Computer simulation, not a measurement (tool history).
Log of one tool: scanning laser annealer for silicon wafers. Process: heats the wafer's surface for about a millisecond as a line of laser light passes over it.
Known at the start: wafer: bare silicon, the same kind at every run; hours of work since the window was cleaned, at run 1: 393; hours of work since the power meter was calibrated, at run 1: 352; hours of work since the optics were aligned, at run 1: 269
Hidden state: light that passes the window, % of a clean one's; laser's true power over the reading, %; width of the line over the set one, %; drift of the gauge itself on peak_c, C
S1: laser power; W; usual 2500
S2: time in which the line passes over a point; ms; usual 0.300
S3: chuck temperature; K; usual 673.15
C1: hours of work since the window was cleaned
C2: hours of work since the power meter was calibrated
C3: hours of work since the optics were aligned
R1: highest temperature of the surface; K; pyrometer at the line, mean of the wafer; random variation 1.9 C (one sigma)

run   hour    S1     S2      S3   C1   C2   C3       R1
  1    0.0  2500  0.300  673.15  393  352  269  1416.15
  2   16.9  2500  0.300  673.15  405  365  282  1421.15
  3   27.2  2500  0.300  673.15  413  373  290  1417.15
  4   41.5  2500  0.300  673.15  424  384  300  1416.15
  5   56.4  2500  0.300  673.15  435  395  311  1416.15
  6   66.9  2500  0.257  690.15  443  403  319  1378.15
      71.2  -- laser's power meter calibrated
  7   79.8  2447  0.369  673.15  450    6  327  1472.15
  8   99.5  2447  0.369  673.15  465   21  341  1472.15
     105.5  -- laser's power meter calibrated, once more
  9  121.6  2460  0.300  709.15  479   12  356  1433.15
 10  138.1  2460  0.283  709.15  491   24  368  1414.15

4 ways to go on from here, each from the tool as it stands after run 10. What would each give?
  A  147.2  2606  0.300  684.15  498  31  375   ?
  B  147.2  2500  0.248  673.15  498  31  375   ?
  C  147.2  2500  0.300  683.15  498  31  375   ?
  D  147.2  2527  0.282  637.15  498  31  375   ?

run       R1
  A  1461.15
  B  1344.15
  C  1419.15
  D  1366.15
Without the tool's hidden state the same runs would have given:
run       R1
  A  1497.15
  B  1375.15
  C  1453.15
  D  1400.15
